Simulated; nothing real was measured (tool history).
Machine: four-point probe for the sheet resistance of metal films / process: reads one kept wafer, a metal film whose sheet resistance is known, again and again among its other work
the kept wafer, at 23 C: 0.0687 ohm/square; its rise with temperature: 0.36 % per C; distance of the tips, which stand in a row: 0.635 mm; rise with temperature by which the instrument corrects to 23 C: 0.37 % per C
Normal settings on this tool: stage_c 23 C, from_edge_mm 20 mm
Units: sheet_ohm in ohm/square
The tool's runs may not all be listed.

run 1 hour=0 | stage_c=23 from_edge_mm=20 | sheet_ohm=0.068689
run 2 hour=30.6 | stage_c=27 from_edge_mm=20 | sheet_ohm=0.068681
run 3 hour=58 | stage_c=27 from_edge_mm=20 | sheet_ohm=0.068691
run 4 hour=88.9 | stage_c=27 from_edge_mm=20 | sheet_ohm=0.068691
run 5 hour=104 | stage_c=27 from_edge_mm=20 | sheet_ohm=0.068693
run 6 hour=117.1 | stage_c=27 from_edge_mm=20 | sheet_ohm=0.06869
run 7 hour=145.2 | stage_c=27 from_edge_mm=20 | sheet_ohm=0.068698
run 8 hour=160.5 | stage_c=21 from_edge_mm=20 | sheet_ohm=0.068722
run 9 hour=185.1 | stage_c=21 from_edge_mm=20 | sheet_ohm=0.068736
run 10 hour=202.6 | stage_c=21 from_edge_mm=20 | sheet_ohm=0.068709
run 11 hour=225.6 | stage_c=21 from_edge_mm=20 | sheet_ohm=0.068723
run 12 hour=243.2 | stage_c=21 from_edge_mm=20 | sheet_ohm=0.068709
run 13 hour=269.4 | stage_c=19 from_edge_mm=20 | sheet_ohm=0.068752
run 14 hour=285 | stage_c=23 from_edge_mm=13 | sheet_ohm=0.068763
run 15 hour=307.5 | stage_c=23 from_edge_mm=13 | sheet_ohm=0.068788
run 16 hour=332.4 | stage_c=23 from_edge_mm=13 | sheet_ohm=0.068772
run 17 hour=357.2 | stage_c=23 from_edge_mm=13 | sheet_ohm=0.068773
run 18 hour=380.5 | stage_c=23 from_edge_mm=13 | sheet_ohm=0.068782
run 19 hour=394.3 | stage_c=23 from_edge_mm=20 | sheet_ohm=0.068744
run 20 hour=409.6 | stage_c=23 from_edge_mm=20 | sheet_ohm=0.068745
run 21 hour=425.9 | stage_c=23 from_edge_mm=20 | sheet_ohm=0.068748
run 22 hour=440.8 | stage_c=23 from_edge_mm=20 | sheet_ohm=0.068705
run 23 hour=468.6 | stage_c=23 from_edge_mm=20 | sheet_ohm=0.068738
run 24 hour=492.9 | stage_c=24 from_edge_mm=7 | sheet_ohm=0.069013
run 25 hour=522.3 | stage_c=30 from_edge_mm=41 | sheet_ohm=0.068717
run 26 hour=546.8 | stage_c=23 from_edge_mm=9 | sheet_ohm=0.068903
run 27 hour=568.2 | stage_c=28 from_edge_mm=11 | sheet_ohm=0.068822
run 28 hour=589.5 | stage_c=28 from_edge_mm=8 | sheet_ohm=0.068912
run 29 hour=602.4 | stage_c=23 from_edge_mm=74 | sheet_ohm=0.068732
run 30 hour=630.7 | stage_c=23 from_edge_mm=74 | sheet_ohm=0.068695
run 31 hour=661.5 | stage_c=23 from_edge_mm=14 | sheet_ohm=0.068811
run 32 hour=679.4 | stage_c=23 from_edge_mm=14 | sheet_ohm=0.068813
run 33 hour=694.9 | stage_c=21 from_edge_mm=62 | sheet_ohm=0.068757
run 34 hour=716.1 | stage_c=21 from_edge_mm=62 | sheet_ohm=0.068755
run 35 hour=735.8 | stage_c=31 from_edge_mm=62 | sheet_ohm=0.068688
run 36 hour=764.9 | stage_c=21 from_edge_mm=31 | sheet_ohm=0.068783
run 37 hour=782.5 | stage_c=18 from_edge_mm=42 | sheet_ohm=0.068769
run 38 hour=803.5 | stage_c=18 from_edge_mm=42 | sheet_ohm=0.068764
run 39 hour=822.8 | stage_c=20 from_edge_mm=11 | sheet_ohm=0.068897
run 40 hour=841.2 | stage_c=29 from_edge_mm=4 | sheet_ohm=0.069647
run 41 hour=866.8 | stage_c=29 from_edge_mm=4 | sheet_ohm=0.069648
run 42 hour=884 | stage_c=20 from_edge_mm=3 | sheet_ohm=0.070386
run 43 hour=908.2 | stage_c=32 from_edge_mm=4 | sheet_ohm=0.06966
run 44 hour=934.6 | stage_c=25 from_edge_mm=11 | sheet_ohm=0.068881
run 45 hour=949 | stage_c=25 from_edge_mm=11 | sheet_ohm=0.068888

Measured result minus the same run's result without the hidden state. Both carry the same run-to-run variation, though not necessarily the same gauge scatter:
What the log doesn't record here: inner tips' distance over the nominal, %; tips' flats over new ones', %; wafer's true temperature over the reading, C; drift of the gauge itself on sheet_ohm, %.
run=1 sheet_ohm=-0.000048
run=2 sheet_ohm=-0.000045
run=3 sheet_ohm=-0.000041
run=4 sheet_ohm=-0.000038
run=5 sheet_ohm=-0.000036
run=6 sheet_ohm=-0.000035
run=7 sheet_ohm=-0.000031
run=8 sheet_ohm=-0.000029
run=9 sheet_ohm=-0.000026
run=10 sheet_ohm=-0.000025
run=11 sheet_ohm=-0.000021
run=12 sheet_ohm=-0.000019
run=13 sheet_ohm=-0.000016
run=14 sheet_ohm=-0.000014
run=15 sheet_ohm=-0.000012
run=16 sheet_ohm=-0.000009
run=17 sheet_ohm=-0.000006
run=18 sheet_ohm=-0.000003
run=19 sheet_ohm=-0.000002
run=20 sheet_ohm=+0
run=21 sheet_ohm=+0.000002
run=22 sheet_ohm=+0.000003
run=23 sheet_ohm=+0.000007
run=24 sheet_ohm=+0.000009
run=25 sheet_ohm=+0.000012
run=26 sheet_ohm=+0.000016
run=27 sheet_ohm=+0.000018
run=28 sheet_ohm=+0.00002
run=29 sheet_ohm=+0.000022
run=30 sheet_ohm=+0.000026
run=31 sheet_ohm=+0.00003
run=32 sheet_ohm=+0.000031
run=33 sheet_ohm=+0.000034
run=34 sheet_ohm=+0.000036
run=35 sheet_ohm=+0.000037
run=36 sheet_ohm=+0.000042
run=37 sheet_ohm=+0.000044
run=38 sheet_ohm=+0.000047
run=39 sheet_ohm=+0.000049
run=40 sheet_ohm=+0.00005
run=41 sheet_ohm=+0.000053
run=42 sheet_ohm=+0.000058
run=43 sheet_ohm=+0.000058
run=44 sheet_ohm=+0.000061
run=45 sheet_ohm=+0.000063

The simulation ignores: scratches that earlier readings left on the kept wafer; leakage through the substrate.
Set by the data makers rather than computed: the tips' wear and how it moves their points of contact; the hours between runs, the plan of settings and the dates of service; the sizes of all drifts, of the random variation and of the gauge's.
